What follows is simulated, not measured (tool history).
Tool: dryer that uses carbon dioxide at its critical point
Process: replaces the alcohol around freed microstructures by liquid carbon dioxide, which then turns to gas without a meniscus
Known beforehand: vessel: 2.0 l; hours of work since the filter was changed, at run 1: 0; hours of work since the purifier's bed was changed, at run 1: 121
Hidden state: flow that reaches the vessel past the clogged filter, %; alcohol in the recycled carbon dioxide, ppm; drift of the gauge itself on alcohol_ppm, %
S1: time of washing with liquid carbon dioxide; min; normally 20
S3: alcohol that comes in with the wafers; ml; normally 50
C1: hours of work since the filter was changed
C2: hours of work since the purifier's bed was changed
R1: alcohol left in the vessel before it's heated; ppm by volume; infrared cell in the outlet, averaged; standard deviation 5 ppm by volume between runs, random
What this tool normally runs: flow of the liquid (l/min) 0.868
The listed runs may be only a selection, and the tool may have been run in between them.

run 1 hour=0.0 | S1=20 flow_of_the_liquid_(l/min)=0.868 S3=50 | C1=0 C2=121 | R1=57
run 2 hour=56.0 | S1=20 flow_of_the_liquid_(l/min)=0.868 S3=50 | C1=28 C2=149 | R1=47
run 3 hour=111.0 | S1=20 flow_of_the_liquid_(l/min)=0.868 S3=50 | C1=55 C2=176 | R1=59
run 4 hour=147.9 | S1=16 flow_of_the_liquid_(l/min)=0.868 S3=50 | C1=73 C2=194 | R1=160
run 5 hour=173.9 | S1=16 flow_of_the_liquid_(l/min)=0.868 S3=50 | C1=86 C2=207 | R1=174
run 6 hour=219.4 | S1=20 flow_of_the_liquid_(l/min)=0.868 S3=50 | C1=108 C2=229 | R1=66
run 7 hour=256.9 | S1=20 flow_of_the_liquid_(l/min)=0.868 S3=50 | C1=127 C2=248 | R1=62
run 8 hour=290.3 | S1=20 flow_of_the_liquid_(l/min)=0.868 S3=50 | C1=143 C2=264 | R1=67
run 9 hour=337.8 | S1=30 flow_of_the_liquid_(l/min)=0.868 S3=50 | C1=167 C2=288 | R1=22
run 10 hour=383.4 | S1=20 flow_of_the_liquid_(l/min)=0.868 S3=50 | C1=189 C2=310 | R1=74
run 11 hour=411.3 | S1=15 flow_of_the_liquid_(l/min)=0.868 S3=50 | C1=203 C2=324 | R1=251
run 12 hour=458.0 | S1=15 flow_of_the_liquid_(l/min)=0.868 S3=50 | C1=226 C2=347 | R1=261
run 13 hour=498.8 | S1=15 flow_of_the_liquid_(l/min)=0.868 S3=50 | C1=246 C2=367 | R1=269
run 14 hour=549.6 | S1=15 flow_of_the_liquid_(l/min)=0.868 S3=50 | C1=271 C2=392 | R1=269
run 15 hour=590.0 | S1=15 flow_of_the_liquid_(l/min)=0.892 S3=50 | C1=291 C2=412 | R1=243
run 16 hour=629.9 | S1=20 flow_of_the_liquid_(l/min)=0.868 S3=50 | C1=311 C2=432 | R1=92
run 17 hour=683.1 | S1=22 flow_of_the_liquid_(l/min)=1.055 S3=28 | C1=337 C2=458 | R1=38
run 18 hour=708.3 | S1=20 flow_of_the_liquid_(l/min)=0.815 S3=24 | C1=349 C2=470 | R1=73
run 19 hour=756.1 | S1=15 flow_of_the_liquid_(l/min)=1.125 S3=53 | C1=373 C2=494 | R1=99
run 20 hour=789.3 | S1=20 flow_of_the_liquid_(l/min)=0.563 S3=83 | C1=389 C2=510 | R1=946
run 21 hour=812.4 | S1=15 flow_of_the_liquid_(l/min)=0.868 S3=21 | C1=401 C2=522 | R1=161
run 22 hour=857.9 | S1=20 flow_of_the_liquid_(l/min)=0.868 S3=38 | C1=423 C2=544 | R1=97
run 23 hour=897.0 | S1=29 flow_of_the_liquid_(l/min)=1.419 S3=38 | C1=443 C2=563 | R1=42
run 24 hour=923.4 | S1=20 flow_of_the_liquid_(l/min)=0.906 S3=58 | C1=456 C2=576 | R1=98
-- hour=951.8 inlet filter changed
run 25 hour=962.8 | S1=20 flow_of_the_liquid_(l/min)=0.771 S3=28 | C1=5 C2=595 | R1=96
run 26 hour=986.9 | S1=20 flow_of_the_liquid_(l/min)=0.771 S3=28 | C1=17 C2=607 | R1=83
run 27 hour=1023.6 | S1=31 flow_of_the_liquid_(l/min)=0.823 S3=102 | C1=35 C2=625 | R1=62
run 28 hour=1060.4 | S1=17 flow_of_the_liquid_(l/min)=0.932 S3=95 | C1=54 C2=644 | R1=182
run 29 hour=1117.1 | S1=20 flow_of_the_liquid_(l/min)=0.719 S3=22 | C1=82 C2=671 | R1=105
run 30 hour=1170.3 | S1=20 flow_of_the_liquid_(l/min)=0.734 S3=23 | C1=108 C2=698 | R1=111
run 31 hour=1215.8 | S1=20 flow_of_the_liquid_(l/min)=0.734 S3=23 | C1=130 C2=720 | R1=102

Some steps in R1 between neighbouring runs. How much of each would the tool show without its hidden state too (settings, what came in, random variation), and how much is left for the hidden state, with any gauge scatter that isn't in both results?
Run 10 -> 11: S1 20 -> 15. R1 +177 ppm by volume: hidden state +29, all else +148.
Run 19 -> 20: S1 15 -> 20, flow of the liquid (l/min) 1.125 -> 0.563, S3 53 -> 83. R1 +847 ppm by volume: hidden state +195, all else +652.
Run 20 -> 21: S1 20 -> 15, flow of the liquid (l/min) 0.563 -> 0.868, S3 83 -> 21. R1 -785 ppm by volume: hidden state -181, all else -604.
